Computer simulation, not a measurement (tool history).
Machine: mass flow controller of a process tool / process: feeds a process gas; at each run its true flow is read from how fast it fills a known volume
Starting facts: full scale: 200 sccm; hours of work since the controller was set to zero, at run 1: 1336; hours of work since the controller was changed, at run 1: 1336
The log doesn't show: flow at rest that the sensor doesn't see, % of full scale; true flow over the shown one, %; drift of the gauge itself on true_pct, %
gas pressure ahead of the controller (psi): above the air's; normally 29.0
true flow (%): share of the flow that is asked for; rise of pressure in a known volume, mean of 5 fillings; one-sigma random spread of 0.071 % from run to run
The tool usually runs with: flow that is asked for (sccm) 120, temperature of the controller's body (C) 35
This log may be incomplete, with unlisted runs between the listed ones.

| run | hour | flow that is asked for (sccm) | gas pressure ahead of the controller (psi) | temperature of the controller's body (C) | hours of work since the controller was set to zero | hours of work since the controller was changed | true flow (%) |
|---|---|---|---|---|---|---|---|
| 1 | 0.0 | 120 | 29.0 | 35 | 1336 | 1336 | 99.93 |
| 2 | 73.4 | 120 | 29.0 | 35 | 1376 | 1376 | 99.85 |
| 3 | 126.4 | 120 | 29.0 | 35 | 1404 | 1404 | 99.92 |
| 4 | 171.6 | 128 | 29.0 | 35 | 1429 | 1429 | 99.98 |
| 5 | 204.5 | 120 | 29.0 | 26 | 1446 | 1446 | 98.98 |
| 6 | 279.9 | 120 | 29.0 | 35 | 1487 | 1487 | 99.96 |
| 7 | 335.9 | 120 | 29.0 | 35 | 1517 | 1517 | 99.89 |
| 8 | 381.6 | 120 | 29.0 | 35 | 1541 | 1541 | 99.94 |
| 9 | 453.2 | 120 | 29.0 | 35 | 1580 | 1580 | 99.87 |
| 10 | 513.8 | 120 | 29.0 | 35 | 1612 | 1612 | 99.89 |
| 11 | 561.6 | 181 | 29.0 | 35 | 1638 | 1638 | 100.33 |
| 12 | 628.3 | 181 | 29.0 | 35 | 1674 | 1674 | 100.29 |
| 13 | 676.4 | 181 | 29.0 | 35 | 1700 | 1700 | 100.22 |
| 14 | 725.7 | 41 | 29.0 | 35 | 1726 | 1726 | 98.73 |
| 15 | 777.1 | 41 | 29.0 | 35 | 1754 | 1754 | 98.63 |
| 16 | 818.6 | 41 | 29.0 | 35 | 1776 | 1776 | 98.72 |
| 17 | 886.7 | 120 | 29.0 | 28 | 1812 | 1812 | 99.05 |
| 18 | 954.4 | 120 | 29.0 | 28 | 1849 | 1849 | 99.23 |
| 19 | 1019.4 | 120 | 29.0 | 35 | 1884 | 1884 | 99.73 |
| 20 | 1078.1 | 120 | 29.0 | 35 | 1915 | 1915 | 99.77 |
| 21 | 1136.4 | 120 | 32.5 | 35 | 1947 | 1947 | 99.85 |
| 22 | 1209.6 | 120 | 32.5 | 35 | 1986 | 1986 | 99.73 |
| 23 | 1284.3 | 120 | 32.5 | 35 | 2026 | 2026 | 99.73 |
| 24 | 1341.0 | 120 | 32.5 | 35 | 2056 | 2056 | 99.72 |
| 25 | 1402.2 | 120 | 32.5 | 35 | 2089 | 2089 | 99.72 |
| 26 | 1450.9 | 75 | 24.2 | 35 | 2115 | 2115 | 99.15 |
| 27 | 1524.2 | 75 | 37.6 | 21 | 2155 | 2155 | 97.99 |
| 28 | 1559.5 | 75 | 37.6 | 21 | 2174 | 2174 | 97.91 |
| 29 | 1600.2 | 23 | 38.6 | 25 | 2195 | 2195 | 96.77 |
| 30 | 1641.8 | 37 | 27.4 | 35 | 2218 | 2218 | 98.24 |
| 31 | 1715.7 | 27 | 24.2 | 27 | 2257 | 2257 | 96.88 |
| 32 | 1773.4 | 187 | 29.0 | 35 | 2288 | 2288 | 100.22 |
| 33 | 1848.8 | 187 | 26.8 | 35 | 2329 | 2329 | 100.19 |
|  | 1853.4 | controller's zero set anew |
| 34 | 1894.3 | 135 | 26.8 | 26 | 22 | 2353 | 98.71 |
| 35 | 1945.4 | 135 | 26.8 | 26 | 49 | 2381 | 98.67 |
|  | 1992.5 | controller's zero set anew, once more |
| 36 | 2008.7 | 44 | 24.2 | 35 | 9 | 2414 | 99.31 |
| 37 | 2044.5 | 44 | 24.2 | 35 | 28 | 2433 | 99.28 |
| 38 | 2109.1 | 58 | 24.2 | 35 | 63 | 2468 | 99.36 |
| 39 | 2164.2 | 120 | 23.2 | 35 | 92 | 2498 | 99.87 |
| 40 | 2234.9 | 120 | 31.9 | 35 | 130 | 2536 | 100.02 |
| 41 | 2287.6 | 164 | 34.4 | 35 | 158 | 2564 | 100.18 |
| 42 | 2344.8 | 23 | 34.4 | 20 | 189 | 2595 | 97.47 |
| 43 | 2395.1 | 31 | 29.0 | 22 | 216 | 2622 | 97.82 |
| 44 | 2444.0 | 31 | 29.0 | 22 | 242 | 2648 | 97.90 |
| 45 | 2480.7 | 60 | 29.0 | 22 | 262 | 2668 | 98.30 |
| 46 | 2518.3 | 179 | 21.8 | 22 | 282 | 2688 | 98.91 |
| 47 | 2571.4 | 95 | 29.4 | 26 | 311 | 2716 | 98.80 |

Branching from run 47: 5 alternative next runs. What would each branch give?
| A | 2602.0 | 118 | 29.4 | 31 | 327 | 2733 | ? |
| B | 2602.0 | 131 | 29.0 | 35 | 327 | 2733 | ? |
| C | 2602.0 | 26 | 29.4 | 33 | 327 | 2733 | ? |
| D | 2602.0 | 68 | 23.6 | 26 | 327 | 2733 | ? |
| E | 2602.0 | 34 | 29.4 | 26 | 327 | 2733 | ? |

| run | true flow (%) |
|---|---|
| A | 99.52 |
| B | 99.84 |
| C | 98.73 |
| D | 98.50 |
| E | 98.15 |
Take away the tool's hidden state, keep each run's random variation, and the runs would have read:
| run | true flow (%) |
|---|---|
| A | 100.05 |
| B | 100.36 |
| C | 99.67 |
| D | 99.11 |
| E | 98.96 |
